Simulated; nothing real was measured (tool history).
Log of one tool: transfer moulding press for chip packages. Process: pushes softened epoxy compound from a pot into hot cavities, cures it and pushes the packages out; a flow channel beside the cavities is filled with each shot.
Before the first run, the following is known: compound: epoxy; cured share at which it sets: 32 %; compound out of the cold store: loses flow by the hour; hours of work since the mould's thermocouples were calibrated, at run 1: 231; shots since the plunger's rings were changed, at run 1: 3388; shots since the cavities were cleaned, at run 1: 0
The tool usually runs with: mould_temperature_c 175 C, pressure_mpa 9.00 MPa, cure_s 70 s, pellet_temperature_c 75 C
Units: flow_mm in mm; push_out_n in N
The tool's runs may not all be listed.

run    hour  mould_temperature_c  pressure_mpa  cure_s  pellet_temperature_c  hours of work since the mould's thermocouples were calibrated  shots since the plunger's rings were changed  shots since the cavities were cleaned  incoming compound's hours out of the cold store  flow_mm  push_out_n
  1     0.0                  175          9.00      70                    75                                                            231                                          3388                                      0                                             35.8      658         228
  2    50.0                  175          9.00      70                    83                                                            260                                          4016                                    628                                             46.6      637         441
       81.2  -- cavities cleaned with cleaning compound and waxed
      116.6  -- plunger's sealing rings changed
  3   116.6                  175          9.00      70                    83                                                            296                                             0                                    412                                             37.5      704         524
  4   160.6                  175          9.00      70                    75                                                            321                                           552                                    964                                             20.0      725         559
      165.8  -- cavities cleaned with cleaning compound and waxed
  5   198.8                  175          9.00      70                    75                                                            343                                          1012                                    414                                             35.6      688         422
      247.1  -- cavities cleaned with cleaning compound and waxed
      255.2  -- cavities cleaned with cleaning compound and waxed, once more
  6   255.2                  175          9.00      70                    75                                                            374                                          1682                                      0                                             33.3      690         237
      265.3  -- mould's thermocouples calibrated
  7   305.6                  175          9.00      70                    75                                                             23                                          2289                                    607                                             38.8      668         418
      336.9  -- cavities cleaned with cleaning compound and waxed
  8   355.7                  171          9.00      70                    75                                                             51                                          2898                                    235                                             21.5      696         444
  9   414.9                  171          9.00      70                    75                                                             86                                          3642                                    979                                             43.9      651         596
      419.5  -- cavities cleaned with cleaning compound and waxed
 10   469.2                  171          9.00      70                    75                                                            116                                          4303                                    623                                             26.3      668         553
      501.1  -- cavities cleaned with cleaning compound and waxed
      510.4  -- plunger's sealing rings changed
 11   531.7                  171          9.00      70                    75                                                            150                                           267                                    352                                             14.9      758         503
 12   577.2                  175          9.00      72                    75                                                            176                                           837                                    922                                             16.4      729         453
      586.4  -- cavities cleaned with cleaning compound and waxed
 13   626.9                  175          7.66      70                    75                                                            204                                          1442                                    508                                             25.1      651         425
      667.2  -- cavities cleaned with cleaning compound and waxed
 14   667.2                  175          7.66      70                    75                                                            227                                          1929                                      0                                             38.0      628         223
 15   729.3                  183          8.05     108                    74                                                            263                                          2707                                    778                                             17.0      641         356
      746.9  -- cavities cleaned with cleaning compound and waxed
 16   775.7                  183          8.05     108                    74                                                            289                                          3270                                    361                                             25.6      618         294
 17   824.2                  175          9.00      70                    69                                                            317                                          3879                                    970                                             29.1      668         500
      829.3  -- cavities cleaned with cleaning compound and waxed
 18   874.2                  175          9.00      70                    69                                                            345                                          4487                                    563                                             42.2      630         421
      902.3  -- plunger's sealing rings changed
      913.1  -- cavities cleaned with cleaning compound and waxed
 19   915.7                  179          8.62      70                    69                                                            366                                           149                                     32                                             27.7      698         216
      935.2  -- mould's thermocouples calibrated
 20   971.3                  175          9.05      58                    75                                                             21                                           821                                    704                                             26.4      715         639
      997.1  -- cavities cleaned with cleaning compound and waxed
 21  1023.2                  173          8.46      73                    75                                                             50                                          1453                                    327                                             41.1      669         367
 22  1051.9                  173          8.46      55                    75                                                             67                                          1813                                    687                                             22.2      696         898
     1077.9  -- cavities cleaned with cleaning compound and waxed
 23  1110.7                  173          8.46      55                    75                                                            100                                          2531                                    410                                             28.9      669         771
     1157.7  -- cavities cleaned with cleaning compound and waxed
 24  1157.7                  175          9.00      74                    71                                                            126                                          3102                                      0                                              9.6      704         224
 25  1222.6                  175          9.00      74                    71                                                            164                                          3916                                    814                                             40.9      647         427
     1239.5  -- cavities cleaned with cleaning compound and waxed
 26  1261.2                  175          9.00      74                    71                                                            185                                          4382                                    273                                             35.0      652         336

4 options for the next run, each taken on its own from the tool as it stands now. Forecast them:
     1294.1  -- plunger's sealing rings changed
  A  1295.5                  175          7.82      74                    78                                                            204                                            19                                    672                                             33.8        ?           ?
     1294.1  -- plunger's sealing rings changed
  B  1295.5                  174          7.44      74                    70                                                            204                                            19                                    672                                             27.5        ?           ?
     1294.1  -- plunger's sealing rings changed
  C  1295.5                  175          9.74      51                    75                                                            204                                            19                                    672                                             23.3        ?           ?
     1294.1  -- plunger's sealing rings changed
  D  1295.5                  175          9.15      70                    81                                                            204                                            19                                    672                                             29.7        ?           ?

run  flow_mm  push_out_n
  A      663         395
  B      657         454
  C      760         948
  D      724         436
With no hidden state in the tool, these same runs would have given:
run  flow_mm  push_out_n
  A      662         198
  B      657         224
  C      760         463
  D      723         217
